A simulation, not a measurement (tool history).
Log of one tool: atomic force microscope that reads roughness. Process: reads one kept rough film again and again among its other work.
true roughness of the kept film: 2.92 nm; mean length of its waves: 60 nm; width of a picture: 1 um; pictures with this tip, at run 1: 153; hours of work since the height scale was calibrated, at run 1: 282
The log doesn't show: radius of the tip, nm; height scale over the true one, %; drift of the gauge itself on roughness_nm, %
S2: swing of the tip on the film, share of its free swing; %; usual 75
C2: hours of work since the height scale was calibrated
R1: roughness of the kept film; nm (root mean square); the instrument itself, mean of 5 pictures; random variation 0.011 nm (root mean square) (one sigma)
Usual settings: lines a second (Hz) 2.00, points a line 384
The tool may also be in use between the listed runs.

{"run": 1, "hour": 0.0, "lines a second (Hz)": 2.0, "S2": 75, "points a line": 384, "pictures with this tip": 153, "C2": 282, "R1": 2.451}
{"hour": 19.4, "done": "new tip fitted"}
{"run": 2, "hour": 33.4, "lines a second (Hz)": 2.0, "S2": 75, "points a line": 384, "pictures with this tip": 20, "C2": 297, "R1": 2.584}
{"run": 3, "hour": 57.1, "lines a second (Hz)": 2.0, "S2": 75, "points a line": 384, "pictures with this tip": 52, "C2": 308, "R1": 2.547}
{"run": 4, "hour": 85.3, "lines a second (Hz)": 2.0, "S2": 75, "points a line": 384, "pictures with this tip": 91, "C2": 321, "R1": 2.513}
{"run": 5, "hour": 114.8, "lines a second (Hz)": 2.0, "S2": 75, "points a line": 384, "pictures with this tip": 132, "C2": 334, "R1": 2.476}
{"run": 6, "hour": 136.0, "lines a second (Hz)": 2.0, "S2": 75, "points a line": 384, "pictures with this tip": 161, "C2": 344, "R1": 2.458}
{"hour": 147.1, "done": "new tip fitted"}
{"run": 7, "hour": 168.7, "lines a second (Hz)": 1.81, "S2": 75, "points a line": 384, "pictures with this tip": 30, "C2": 358, "R1": 2.589}
{"hour": 172.1, "done": "height scale calibrated on a step standard"}
{"run": 8, "hour": 194.1, "lines a second (Hz)": 1.09, "S2": 75, "points a line": 384, "pictures with this tip": 63, "C2": 10, "R1": 2.664}
{"run": 9, "hour": 221.0, "lines a second (Hz)": 1.09, "S2": 75, "points a line": 427, "pictures with this tip": 100, "C2": 22, "R1": 2.618}
{"run": 10, "hour": 248.4, "lines a second (Hz)": 1.35, "S2": 75, "points a line": 384, "pictures with this tip": 138, "C2": 35, "R1": 2.575}
{"run": 11, "hour": 274.8, "lines a second (Hz)": 3.66, "S2": 55, "points a line": 642, "pictures with this tip": 175, "C2": 47, "R1": 2.587}
{"hour": 278.5, "done": "new tip fitted"}
{"run": 12, "hour": 302.6, "lines a second (Hz)": 0.68, "S2": 57, "points a line": 402, "pictures with this tip": 34, "C2": 59, "R1": 2.822}
{"run": 13, "hour": 338.2, "lines a second (Hz)": 2.98, "S2": 70, "points a line": 518, "pictures with this tip": 83, "C2": 75, "R1": 2.484}
{"run": 14, "hour": 367.6, "lines a second (Hz)": 2.98, "S2": 70, "points a line": 518, "pictures with this tip": 123, "C2": 89, "R1": 2.482}
{"run": 15, "hour": 390.9, "lines a second (Hz)": 2.98, "S2": 70, "points a line": 518, "pictures with this tip": 155, "C2": 99, "R1": 2.438}

Forecast each of these 5 alternatives for the next run:
{"hour": 409.0, "done": "new tip fitted"}
{"run": "A", "hour": 412.5, "lines a second (Hz)": 1.79, "S2": 60, "points a line": 518, "pictures with this tip": 5, "C2": 109, "R1": "?"}
{"hour": 409.0, "done": "new tip fitted"}
{"run": "B", "hour": 412.5, "lines a second (Hz)": 2.98, "S2": 57, "points a line": 551, "pictures with this tip": 5, "C2": 109, "R1": "?"}
{"hour": 409.0, "done": "new tip fitted"}
{"run": "C", "hour": 412.5, "lines a second (Hz)": 0.78, "S2": 84, "points a line": 676, "pictures with this tip": 5, "C2": 109, "R1": "?"}
{"hour": 409.0, "done": "new tip fitted"}
{"run": "D", "hour": 412.5, "lines a second (Hz)": 2.98, "S2": 58, "points a line": 648, "pictures with this tip": 5, "C2": 109, "R1": "?"}
{"hour": 409.0, "done": "new tip fitted"}
{"run": "E", "hour": 412.5, "lines a second (Hz)": 0.99, "S2": 60, "points a line": 268, "pictures with this tip": 5, "C2": 109, "R1": "?"}

run=A R1=2.769
run=B R1=2.744
run=C R1=2.704
run=D R1=2.722
run=E R1=2.840
Without the tool's hidden state the same runs would have given:
run=A R1=2.744
run=B R1=2.719
run=C R1=2.679
run=D R1=2.697
run=E R1=2.815

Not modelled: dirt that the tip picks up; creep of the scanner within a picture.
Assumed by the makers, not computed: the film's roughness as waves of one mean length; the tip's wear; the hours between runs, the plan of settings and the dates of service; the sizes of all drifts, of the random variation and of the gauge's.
